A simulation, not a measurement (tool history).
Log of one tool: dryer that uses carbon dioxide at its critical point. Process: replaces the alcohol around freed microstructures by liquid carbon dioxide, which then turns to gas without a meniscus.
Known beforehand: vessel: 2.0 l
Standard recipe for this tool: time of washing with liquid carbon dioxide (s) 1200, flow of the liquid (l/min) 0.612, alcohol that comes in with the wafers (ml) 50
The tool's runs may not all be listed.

run   hour  time of washing with liquid carbon dioxide (s)  flow of the liquid (l/min)  alcohol that comes in with the wafers (ml)  alcohol left in the vessel before it's heated (ppm by volume)
  1    0.0                                            1200                       0.612                                          50                                                            236
  2   15.8                                            1200                       0.612                                          50                                                            240
  3   32.9                                            1200                       0.612                                          50                                                            255
  4   44.6                                            1200                       0.612                                          50                                                            256
  5   62.6                                            1200                       0.612                                          50                                                            256
  6   72.4                                            1200                       0.612                                          50                                                            254
  7   86.4                                            1200                       0.612                                          50                                                            263
  8   94.9                                            1200                       0.612                                          50                                                            260
  9  112.0                                            1200                       0.612                                          50                                                            259
 10  120.7                                            1200                       0.612                                          50                                                            269
 11  133.0                                            1200                       0.612                                          50                                                            260
 12  146.5                                            1200                       0.612                                          50                                                            259
 13  157.4                                            1200                       0.612                                          50                                                            260
 14  168.7                                            1200                       0.612                                          50                                                            273
 15  180.9                                            1200                       0.612                                          50                                                            284
 16  193.3                                             840                       0.612                                          50                                                            918
 17  207.0                                             840                       0.704                                          27                                                            353
 18  221.1                                             900                       0.562                                          48                                                            960
 19  238.3                                            1380                       0.612                                          42                                                            165
 20  247.2                                            1380                       0.612                                          42                                                            164
 21  262.2                                            1200                       0.569                                          50                                                            366
 22  269.6                                            1380                       0.398                                          85                                                           1208
 23  286.9                                            1380                       0.690                                          85                                                            184
 24  302.7                                             840                       0.464                                          40                                                           1572
 25  314.6                                            1080                       0.612                                          50                                                            445
 26  332.7                                             780                       0.500                                          50                                                           2053
 27  349.2                                            1200                       0.612                                          23                                                            199
 28  361.6                                            1200                       0.612                                          23                                                            189
 29  372.6                                            1200                       0.612                                          23                                                            189
 30  385.7                                            1800                       0.630                                          23                                                             99
 31  394.9                                            1800                       0.630                                          23                                                            109

5 options for the next run, each taken on its own from the tool as it stands now. Forecast them:
  A  412.5                                            1740                       0.630                                          23                                                              ?
  B  412.5                                            1440                       0.870                                         119                                                              ?
  C  412.5                                            1800                       0.630                                          24                                                              ?
  D  412.5                                            1140                       0.467                                         113                                                              ?
  E  412.5                                            1200                       0.397                                          88                                                              ?

run  alcohol left in the vessel before it's heated (ppm by volume)
  A                                                             93
  B                                                            119
  C                                                            105
  D                                                           1829
  E                                                           2034
Stripped of hidden state, with their random variation kept, the same runs would have yielded:
run  alcohol left in the vessel before it's heated (ppm by volume)
  A                                                              1
  B                                                             18
  C                                                             14
  D                                                           1458
  E                                                           1656

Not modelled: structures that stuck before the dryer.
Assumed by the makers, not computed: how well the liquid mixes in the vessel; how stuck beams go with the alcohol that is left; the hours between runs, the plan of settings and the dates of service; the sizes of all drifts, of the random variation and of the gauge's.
